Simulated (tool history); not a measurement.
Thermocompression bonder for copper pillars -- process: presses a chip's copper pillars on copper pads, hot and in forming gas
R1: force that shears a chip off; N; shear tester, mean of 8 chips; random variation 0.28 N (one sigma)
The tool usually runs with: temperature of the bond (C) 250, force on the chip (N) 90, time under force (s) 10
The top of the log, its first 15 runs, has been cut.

run 16 hour=267.3 | temperature_of_the_bond_(C)=236 force_on_the_chip_(N)=77 time_under_force_(s)=10 | R1=40
run 17 hour=280.1 | temperature_of_the_bond_(C)=236 force_on_the_chip_(N)=77 time_under_force_(s)=10 | R1=39.4
run 18 hour=297 | temperature_of_the_bond_(C)=236 force_on_the_chip_(N)=77 time_under_force_(s)=10 | R1=39.8
run 19 hour=313.2 | temperature_of_the_bond_(C)=250 force_on_the_chip_(N)=90 time_under_force_(s)=7 | R1=44.6
run 20 hour=339.1 | temperature_of_the_bond_(C)=250 force_on_the_chip_(N)=90 time_under_force_(s)=7 | R1=44.6
run 21 hour=360.1 | temperature_of_the_bond_(C)=250 force_on_the_chip_(N)=90 time_under_force_(s)=7 | R1=44.7
-- hour=364.4 heater calibrated with a thermocouple chip
run 22 hour=375.7 | temperature_of_the_bond_(C)=250 force_on_the_chip_(N)=90 time_under_force_(s)=7 | R1=43.3
run 23 hour=402.7 | temperature_of_the_bond_(C)=250 force_on_the_chip_(N)=90 time_under_force_(s)=7 | R1=43.3
-- hour=404.5 forming gas filter changed
run 24 hour=429.8 | temperature_of_the_bond_(C)=250 force_on_the_chip_(N)=90 time_under_force_(s)=27 | R1=73.7
run 25 hour=444.8 | temperature_of_the_bond_(C)=250 force_on_the_chip_(N)=90 time_under_force_(s)=27 | R1=73.8
run 26 hour=470.5 | temperature_of_the_bond_(C)=271 force_on_the_chip_(N)=58 time_under_force_(s)=11 | R1=50.4
-- hour=482.2 heater calibrated with a thermocouple chip, once more
run 27 hour=492.4 | temperature_of_the_bond_(C)=271 force_on_the_chip_(N)=54 time_under_force_(s)=20 | R1=64.9
run 28 hour=514.5 | temperature_of_the_bond_(C)=271 force_on_the_chip_(N)=54 time_under_force_(s)=20 | R1=65.5
run 29 hour=534.9 | temperature_of_the_bond_(C)=271 force_on_the_chip_(N)=54 time_under_force_(s)=20 | R1=65.1
run 30 hour=556.1 | temperature_of_the_bond_(C)=271 force_on_the_chip_(N)=54 time_under_force_(s)=20 | R1=65.3
run 31 hour=576.2 | temperature_of_the_bond_(C)=227 force_on_the_chip_(N)=85 time_under_force_(s)=5 | R1=31.1
run 32 hour=594.5 | temperature_of_the_bond_(C)=227 force_on_the_chip_(N)=68 time_under_force_(s)=5 | R1=26.7
run 33 hour=614.2 | temperature_of_the_bond_(C)=227 force_on_the_chip_(N)=68 time_under_force_(s)=5 | R1=26.4
run 34 hour=638.4 | temperature_of_the_bond_(C)=242 force_on_the_chip_(N)=103 time_under_force_(s)=8 | R1=51.2

For run 35, what comes out?
run 35 hour=654 | temperature_of_the_bond_(C)=242 force_on_the_chip_(N)=103 time_under_force_(s)=8 | R1=?

R1: 51.4 N
Without the tool's hidden state the same run would have given R1 52.1 N.
